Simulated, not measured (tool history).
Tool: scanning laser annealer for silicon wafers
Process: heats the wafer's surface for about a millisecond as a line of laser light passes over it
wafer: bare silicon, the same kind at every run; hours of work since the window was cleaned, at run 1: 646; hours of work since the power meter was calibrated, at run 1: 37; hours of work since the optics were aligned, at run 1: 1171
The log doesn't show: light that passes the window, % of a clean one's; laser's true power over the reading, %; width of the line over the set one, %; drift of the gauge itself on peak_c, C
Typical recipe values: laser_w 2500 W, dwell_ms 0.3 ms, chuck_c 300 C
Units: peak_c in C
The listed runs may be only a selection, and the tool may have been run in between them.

| run | hour | laser_w | dwell_ms | chuck_c | hours of work since the window was cleaned | hours of work since the power meter was calibrated | hours of work since the optics were aligned | peak_c |
|---|---|---|---|---|---|---|---|---|
| 1 | 0 | 2500 | 0.3 | 300 | 646 | 37 | 1171 | 1062 |
| 2 | 7.8 | 2500 | 0.333 | 300 | 651 | 41 | 1176 | 1107 |
| 3 | 21.3 | 2724 | 0.3 | 300 | 659 | 50 | 1184 | 1151 |
| 4 | 35.8 | 2724 | 0.3 | 300 | 668 | 58 | 1193 | 1155 |
| 5 | 46.8 | 2500 | 0.331 | 300 | 675 | 65 | 1200 | 1106 |
| 6 | 61.6 | 2385 | 0.3 | 300 | 684 | 74 | 1209 | 1018 |
|  | 65.1 | window over the wafer cleaned |
| 7 | 70.3 | 2500 | 0.3 | 300 | 3 | 78 | 1213 | 1064 |
| 8 | 78.3 | 2500 | 0.3 | 300 | 8 | 83 | 1217 | 1064 |
| 9 | 86.7 | 2500 | 0.3 | 294 | 13 | 88 | 1223 | 1055 |
| 10 | 96.7 | 2349 | 0.282 | 335 | 19 | 94 | 1229 | 1021 |
| 11 | 103.5 | 2500 | 0.282 | 300 | 23 | 98 | 1233 | 1039 |
| 12 | 113.5 | 2500 | 0.282 | 300 | 29 | 104 | 1239 | 1039 |
| 13 | 121.8 | 2729 | 0.284 | 300 | 34 | 109 | 1244 | 1129 |
| 14 | 130.3 | 2729 | 0.371 | 284 | 40 | 114 | 1249 | 1239 |
| 15 | 141.3 | 2729 | 0.371 | 284 | 46 | 121 | 1256 | 1237 |

Here are 5 independent what-if runs from the current tool condition. What would each one return?
| A | 151.1 | 2729 | 0.216 | 284 | 52 | 127 | 1262 | ? |
| B | 151.1 | 2500 | 0.324 | 335 | 52 | 127 | 1262 | ? |
| C | 151.1 | 2191 | 0.371 | 260 | 52 | 127 | 1262 | ? |
| D | 151.1 | 2199 | 0.257 | 266 | 52 | 127 | 1262 | ? |
| E | 151.1 | 2483 | 0.218 | 292 | 52 | 127 | 1262 | ? |

| run | peak_c |
|---|---|
| A | 1004 |
| B | 1129 |
| C | 985 |
| D | 866 |
| E | 935 |
Without the tool's unlogged condition, the same runs would have read:
| run | peak_c |
|---|---|
| A | 1005 |
| B | 1129 |
| C | 986 |
| D | 866 |
| E | 936 |

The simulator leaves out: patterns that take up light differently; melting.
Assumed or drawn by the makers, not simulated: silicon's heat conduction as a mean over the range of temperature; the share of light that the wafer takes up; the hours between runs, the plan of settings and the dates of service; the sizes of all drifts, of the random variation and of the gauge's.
